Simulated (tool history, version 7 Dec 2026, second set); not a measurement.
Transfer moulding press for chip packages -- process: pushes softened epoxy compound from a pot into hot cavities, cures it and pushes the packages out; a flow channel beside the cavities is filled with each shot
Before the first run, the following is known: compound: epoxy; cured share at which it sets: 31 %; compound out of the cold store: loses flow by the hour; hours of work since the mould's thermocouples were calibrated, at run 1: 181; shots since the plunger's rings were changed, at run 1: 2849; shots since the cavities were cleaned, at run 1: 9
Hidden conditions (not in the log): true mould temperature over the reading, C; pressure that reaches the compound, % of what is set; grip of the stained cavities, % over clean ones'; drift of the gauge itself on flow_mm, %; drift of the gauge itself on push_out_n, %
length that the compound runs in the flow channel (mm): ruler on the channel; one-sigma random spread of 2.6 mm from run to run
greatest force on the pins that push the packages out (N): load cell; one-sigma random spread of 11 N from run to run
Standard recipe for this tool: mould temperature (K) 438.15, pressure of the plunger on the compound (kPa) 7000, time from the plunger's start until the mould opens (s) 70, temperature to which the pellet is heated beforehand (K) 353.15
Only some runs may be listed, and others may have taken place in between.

| run | hour | mould temperature (K) | pressure of the plunger on the compound (kPa) | time from the plunger's start until the mould opens (s) | temperature to which the pellet is heated beforehand (K) | hours of work since the mould's thermocouples were calibrated | shots since the plunger's rings were changed | shots since the cavities were cleaned | incoming compound's hours out of the cold store | length that the compound runs in the flow channel (mm) | greatest force on the pins that push the packages out (N) |
|---|---|---|---|---|---|---|---|---|---|---|---|
| 1 | 0 | 438.15 | 7000 | 70 | 353.15 | 181 | 2849 | 9 | 42.6 | 580 | 507 |
| 2 | 8.5 | 438.15 | 7000 | 70 | 353.15 | 187 | 2991 | 151 | 41.3 | 573 | 538 |
| 3 | 15.2 | 438.15 | 7000 | 70 | 353.15 | 192 | 3103 | 263 | 18.9 | 601 | 603 |
| 4 | 23.2 | 438.15 | 7000 | 101 | 353.15 | 198 | 3236 | 396 | 22.8 | 597 | 450 |
| 5 | 28.9 | 438.15 | 7000 | 101 | 353.15 | 202 | 3332 | 492 | 36.5 | 579 | 468 |
|  | 33.7 | cavities cleaned with cleaning compound and waxed |
| 6 | 36 | 438.15 | 7000 | 101 | 353.15 | 206 | 3426 | 39 | 21.3 | 597 | 356 |
| 7 | 43.7 | 438.15 | 7000 | 101 | 353.15 | 211 | 3553 | 166 | 11.3 | 606 | 406 |
| 8 | 50.6 | 436.15 | 7000 | 70 | 353.15 | 216 | 3670 | 283 | 25.1 | 594 | 730 |
| 9 | 55.8 | 436.15 | 7000 | 70 | 353.15 | 220 | 3757 | 370 | 19.1 | 600 | 752 |
|  | 59.1 | plunger's sealing rings changed |
| 10 | 65.4 | 438.15 | 7000 | 88 | 353.15 | 225 | 106 | 488 | 9.2 | 647 | 514 |
|  | 70.4 | cavities cleaned with cleaning compound and waxed |
| 11 | 72 | 438.15 | 7000 | 88 | 353.15 | 229 | 191 | 27 | 19.6 | 628 | 365 |
| 12 | 77.3 | 438.15 | 7000 | 70 | 353.15 | 232 | 280 | 116 | 22.1 | 619 | 530 |
| 13 | 82.5 | 438.15 | 5520 | 70 | 353.15 | 236 | 366 | 202 | 39.2 | 535 | 563 |
| 14 | 91.5 | 438.15 | 7000 | 70 | 353.15 | 242 | 516 | 352 | 14.4 | 634 | 672 |
| 15 | 100 | 432.15 | 7000 | 70 | 353.15 | 248 | 659 | 495 | 44.2 | 600 | 993 |

Expected results for the next run?
|  | 104.8 | cavities cleaned with cleaning compound and waxed |
| 16 | 110.4 | 432.15 | 7000 | 70 | 344.15 | 255 | 807 | 93 | 29.9 | ? | ? |

length that the compound runs in the flow channel (mm): 621
greatest force on the pins that push the packages out (N): 841
With no hidden state in the tool, this same run would have given length that the compound runs in the flow channel (mm) 629, greatest force on the pins that push the packages out (N) 797.
